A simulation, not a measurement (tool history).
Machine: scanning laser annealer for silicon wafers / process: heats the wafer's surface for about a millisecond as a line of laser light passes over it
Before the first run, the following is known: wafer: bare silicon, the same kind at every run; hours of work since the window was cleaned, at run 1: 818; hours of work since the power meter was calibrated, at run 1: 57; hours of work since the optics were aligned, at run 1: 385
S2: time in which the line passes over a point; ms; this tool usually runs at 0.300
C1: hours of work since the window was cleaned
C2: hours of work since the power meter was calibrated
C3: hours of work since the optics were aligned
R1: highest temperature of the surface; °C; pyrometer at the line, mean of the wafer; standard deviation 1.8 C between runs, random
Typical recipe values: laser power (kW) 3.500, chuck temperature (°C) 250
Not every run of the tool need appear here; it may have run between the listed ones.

run 1 hour=0.0 | laser_power_(kW)=3.500 S2=0.300 chuck_temperature_(°C)=250 | C1=818 C2=57 C3=385 | R1=924
run 2 hour=5.2 | laser_power_(kW)=3.500 S2=0.300 chuck_temperature_(°C)=250 | C1=821 C2=60 C3=388 | R1=924
-- hour=14.8 window over the wafer cleaned
run 3 hour=15.2 | laser_power_(kW)=3.500 S2=0.300 chuck_temperature_(°C)=250 | C1=0 C2=65 C3=393 | R1=921
run 4 hour=25.0 | laser_power_(kW)=3.500 S2=0.300 chuck_temperature_(°C)=250 | C1=6 C2=71 C3=399 | R1=919
run 5 hour=32.9 | laser_power_(kW)=3.500 S2=0.300 chuck_temperature_(°C)=250 | C1=11 C2=76 C3=404 | R1=917
run 6 hour=39.5 | laser_power_(kW)=3.500 S2=0.300 chuck_temperature_(°C)=250 | C1=15 C2=80 C3=408 | R1=920
run 7 hour=46.5 | laser_power_(kW)=3.500 S2=0.300 chuck_temperature_(°C)=250 | C1=19 C2=84 C3=412 | R1=918
run 8 hour=53.6 | laser_power_(kW)=3.500 S2=0.300 chuck_temperature_(°C)=250 | C1=23 C2=88 C3=416 | R1=916
run 9 hour=62.0 | laser_power_(kW)=3.500 S2=0.300 chuck_temperature_(°C)=250 | C1=28 C2=93 C3=421 | R1=917
-- hour=69.7 window over the wafer cleaned, once more
run 10 hour=72.4 | laser_power_(kW)=3.500 S2=0.248 chuck_temperature_(°C)=250 | C1=2 C2=99 C3=426 | R1=877
run 11 hour=77.7 | laser_power_(kW)=3.572 S2=0.297 chuck_temperature_(°C)=241 | C1=5 C2=102 C3=430 | R1=957
run 12 hour=86.1 | laser_power_(kW)=3.572 S2=0.368 chuck_temperature_(°C)=269 | C1=10 C2=107 C3=435 | R1=1069
run 13 hour=90.8 | laser_power_(kW)=3.572 S2=0.368 chuck_temperature_(°C)=269 | C1=13 C2=110 C3=438 | R1=1068
run 14 hour=99.2 | laser_power_(kW)=3.572 S2=0.368 chuck_temperature_(°C)=269 | C1=18 C2=115 C3=443 | R1=1069
run 15 hour=105.9 | laser_power_(kW)=3.725 S2=0.300 chuck_temperature_(°C)=237 | C1=22 C2=119 C3=447 | R1=994
run 16 hour=115.3 | laser_power_(kW)=3.500 S2=0.372 chuck_temperature_(°C)=221 | C1=27 C2=124 C3=452 | R1=1003
run 17 hour=121.9 | laser_power_(kW)=3.089 S2=0.349 chuck_temperature_(°C)=288 | C1=31 C2=128 C3=456 | R1=926
run 18 hour=129.1 | laser_power_(kW)=3.089 S2=0.349 chuck_temperature_(°C)=288 | C1=36 C2=133 C3=461 | R1=928
run 19 hour=138.9 | laser_power_(kW)=3.669 S2=0.335 chuck_temperature_(°C)=254 | C1=42 C2=139 C3=466 | R1=1039
run 20 hour=146.4 | laser_power_(kW)=3.807 S2=0.329 chuck_temperature_(°C)=226 | C1=46 C2=143 C3=471 | R1=1043

How would selected steps in R1 from run to run divide? Give the signed amount a tool lacking its hidden state would still show from settings, what came in and random variation, and the signed amount left for the hidden state, including any gauge scatter that is not in both of the compared results.
What the log doesn't record here: light that passes the window, % of a clean one's; laser's true power over the reading, %; width of the line over the set one, %; drift of the gauge itself on peak_c, C.
Run 2 -> 3: window over the wafer cleaned. R1 -3 °C: hidden state -7, all else +4.
Run 9 -> 10: S2 0.300 -> 0.248, window over the wafer cleaned, once more. R1 -40 °C: hidden state +31, all else -71.
Run 11 -> 12: S2 0.297 -> 0.368, chuck temperature (°C) 241 -> 269. R1 +112 °C: hidden state -2, all else +114.
Run 18 -> 19: laser power (kW) 3.089 -> 3.669, S2 0.349 -> 0.335, chuck temperature (°C) 288 -> 254. R1 +111 °C: hidden state -3, all else +114.
